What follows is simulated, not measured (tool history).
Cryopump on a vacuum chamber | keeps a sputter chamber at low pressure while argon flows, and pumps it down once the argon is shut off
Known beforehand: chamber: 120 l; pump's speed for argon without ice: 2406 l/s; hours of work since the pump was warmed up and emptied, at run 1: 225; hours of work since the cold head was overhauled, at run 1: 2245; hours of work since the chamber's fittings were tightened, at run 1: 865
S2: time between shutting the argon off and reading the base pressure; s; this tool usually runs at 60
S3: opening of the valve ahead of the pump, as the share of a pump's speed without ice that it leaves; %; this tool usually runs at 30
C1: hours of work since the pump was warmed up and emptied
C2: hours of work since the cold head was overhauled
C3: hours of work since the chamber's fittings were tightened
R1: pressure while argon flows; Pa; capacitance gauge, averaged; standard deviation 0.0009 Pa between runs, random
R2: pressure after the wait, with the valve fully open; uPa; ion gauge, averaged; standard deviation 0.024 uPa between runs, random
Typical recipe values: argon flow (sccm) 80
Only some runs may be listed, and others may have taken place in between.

{"run": 1, "hour": 0.0, "argon flow (sccm)": 80, "S2": 60, "S3": 30, "C1": 225, "C2": 2245, "C3": 865, "R1": 0.193, "R2": 1.28}
{"run": 2, "hour": 62.5, "argon flow (sccm)": 80, "S2": 60, "S3": 30, "C1": 278, "C2": 2298, "C3": 918, "R1": 0.1953, "R2": 1.33}
{"run": 3, "hour": 114.3, "argon flow (sccm)": 80, "S2": 60, "S3": 30, "C1": 322, "C2": 2342, "C3": 962, "R1": 0.1963, "R2": 1.36}
{"run": 4, "hour": 187.3, "argon flow (sccm)": 80, "S2": 60, "S3": 30, "C1": 384, "C2": 2404, "C3": 1024, "R1": 0.1994, "R2": 1.37}
{"hour": 254.4, "done": "pump warmed up, emptied and cooled again"}
{"run": 5, "hour": 288.8, "argon flow (sccm)": 80, "S2": 60, "S3": 30, "C1": 29, "C2": 2486, "C3": 1106, "R1": 0.1907, "R2": 1.34}
{"run": 6, "hour": 391.9, "argon flow (sccm)": 80, "S2": 60, "S3": 30, "C1": 117, "C2": 2574, "C3": 1194, "R1": 0.1916, "R2": 1.43}
{"run": 7, "hour": 441.7, "argon flow (sccm)": 80, "S2": 60, "S3": 36, "C1": 159, "C2": 2616, "C3": 1236, "R1": 0.163, "R2": 1.43}
{"run": 8, "hour": 531.1, "argon flow (sccm)": 80, "S2": 60, "S3": 36, "C1": 235, "C2": 2692, "C3": 1312, "R1": 0.1654, "R2": 1.51}
{"run": 9, "hour": 630.1, "argon flow (sccm)": 80, "S2": 60, "S3": 36, "C1": 320, "C2": 2776, "C3": 1397, "R1": 0.1677, "R2": 1.55}
{"run": 10, "hour": 714.5, "argon flow (sccm)": 80, "S2": 63, "S3": 30, "C1": 391, "C2": 2848, "C3": 1468, "R1": 0.204, "R2": 1.63}
{"hour": 770.0, "done": "pump warmed up, emptied and cooled again"}
{"run": 11, "hour": 770.0, "argon flow (sccm)": 80, "S2": 63, "S3": 30, "C1": 0, "C2": 2891, "C3": 1511, "R1": 0.1902, "R2": 1.46}
{"run": 12, "hour": 827.3, "argon flow (sccm)": 80, "S2": 63, "S3": 30, "C1": 49, "C2": 2940, "C3": 1560, "R1": 0.1916, "R2": 1.45}
{"run": 13, "hour": 899.9, "argon flow (sccm)": 80, "S2": 60, "S3": 30, "C1": 110, "C2": 3002, "C3": 1622, "R1": 0.1919, "R2": 1.57}
{"run": 14, "hour": 962.3, "argon flow (sccm)": 80, "S2": 60, "S3": 30, "C1": 164, "C2": 3055, "C3": 1675, "R1": 0.1928, "R2": 1.56}
{"run": 15, "hour": 1039.4, "argon flow (sccm)": 80, "S2": 177, "S3": 30, "C1": 229, "C2": 3120, "C3": 1740, "R1": 0.1965, "R2": 1.16}
{"run": 16, "hour": 1092.7, "argon flow (sccm)": 88, "S2": 60, "S3": 30, "C1": 274, "C2": 3166, "C3": 1786, "R1": 0.2177, "R2": 1.69}
{"run": 17, "hour": 1135.1, "argon flow (sccm)": 88, "S2": 60, "S3": 30, "C1": 310, "C2": 3202, "C3": 1822, "R1": 0.2169, "R2": 1.71}
{"run": 18, "hour": 1188.2, "argon flow (sccm)": 62, "S2": 295, "S3": 29, "C1": 356, "C2": 3247, "C3": 1867, "R1": 0.1592, "R2": 1.18}
{"run": 19, "hour": 1242.2, "argon flow (sccm)": 62, "S2": 24, "S3": 29, "C1": 402, "C2": 3293, "C3": 1913, "R1": 0.1631, "R2": 2.94}
{"hour": 1284.7, "done": "pump warmed up, emptied and cooled again"}
{"run": 20, "hour": 1348.3, "argon flow (sccm)": 38, "S2": 46, "S3": 38, "C1": 54, "C2": 3379, "C3": 1999, "R1": 0.0724, "R2": 2.01}
{"run": 21, "hour": 1398.7, "argon flow (sccm)": 80, "S2": 76, "S3": 30, "C1": 97, "C2": 3421, "C3": 2042, "R1": 0.1928, "R2": 1.64}
{"run": 22, "hour": 1443.7, "argon flow (sccm)": 34, "S2": 50, "S3": 25, "C1": 135, "C2": 3460, "C3": 2080, "R1": 0.0979, "R2": 1.89}
{"run": 23, "hour": 1497.3, "argon flow (sccm)": 34, "S2": 198, "S3": 25, "C1": 181, "C2": 3505, "C3": 2125, "R1": 0.0986, "R2": 1.32}
{"run": 24, "hour": 1550.8, "argon flow (sccm)": 74, "S2": 41, "S3": 48, "C1": 226, "C2": 3551, "C3": 2171, "R1": 0.1172, "R2": 2.24}
{"run": 25, "hour": 1625.7, "argon flow (sccm)": 127, "S2": 31, "S3": 49, "C1": 290, "C2": 3615, "C3": 2235, "R1": 0.1981, "R2": 2.69}
{"run": 26, "hour": 1693.6, "argon flow (sccm)": 127, "S2": 31, "S3": 49, "C1": 348, "C2": 3672, "C3": 2292, "R1": 0.2018, "R2": 2.72}
{"run": 27, "hour": 1747.1, "argon flow (sccm)": 127, "S2": 31, "S3": 49, "C1": 393, "C2": 3718, "C3": 2338, "R1": 0.2053, "R2": 2.61}
{"hour": 1802.1, "done": "pump warmed up, emptied and cooled again"}
{"run": 28, "hour": 1834.6, "argon flow (sccm)": 33, "S2": 87, "S3": 22, "C1": 28, "C2": 3788, "C3": 2408, "R1": 0.1058, "R2": 1.66}
{"run": 29, "hour": 1914.7, "argon flow (sccm)": 46, "S2": 32, "S3": 35, "C1": 96, "C2": 3856, "C3": 2476, "R1": 0.0958, "R2": 2.56}
{"run": 30, "hour": 1976.0, "argon flow (sccm)": 46, "S2": 32, "S3": 20, "C1": 148, "C2": 3908, "C3": 2528, "R1": 0.1651, "R2": 2.67}
{"run": 31, "hour": 2044.3, "argon flow (sccm)": 69, "S2": 24, "S3": 27, "C1": 206, "C2": 3966, "C3": 2586, "R1": 0.1865, "R2": 3.11}
{"run": 32, "hour": 2147.1, "argon flow (sccm)": 106, "S2": 24, "S3": 19, "C1": 293, "C2": 4054, "C3": 2674, "R1": 0.4099, "R2": 3.18}
{"run": 33, "hour": 2226.8, "argon flow (sccm)": 87, "S2": 84, "S3": 20, "C1": 361, "C2": 4121, "C3": 2742, "R1": 0.3241, "R2": 2.02}

How would selected steps in R1 from run to run divide? Give the signed amount a tool lacking its hidden state would still show from settings, what came in and random variation, and the signed amount left for the hidden state, including any gauge scatter that is not in both of the compared results.
The hidden state here: pump's speed, % of a pump's without ice; cold plate's temperature, K; leak into the chamber, uPa l/s; drift of the gauge itself on working_pa, %; drift of the gauge itself on base_upa, %.
Run 10 -> 11: pump warmed up, emptied and cooled again. R1 -0.0138 Pa: hidden state -0.0146, all else +0.0008.
Run 19 -> 20: argon flow (sccm) 62 -> 38, S2 24 -> 46, S3 29 -> 38, pump warmed up, emptied and cooled again. R1 -0.0907 Pa: hidden state -0.0100, all else -0.0807.
Run 20 -> 21: argon flow (sccm) 38 -> 80, S2 46 -> 76, S3 38 -> 30. R1 +0.1204 Pa: hidden state +0.0029, all else +0.1175.
Run 27 -> 28: argon flow (sccm) 127 -> 33, S2 31 -> 87, S3 49 -> 22, pump warmed up, emptied and cooled again. R1 -0.0995 Pa: hidden state -0.0224, all else -0.0771.
Run 31 -> 32: argon flow (sccm) 69 -> 106, S3 27 -> 19. R1 +0.2234 Pa: hidden state +0.0084, all else +0.2150.
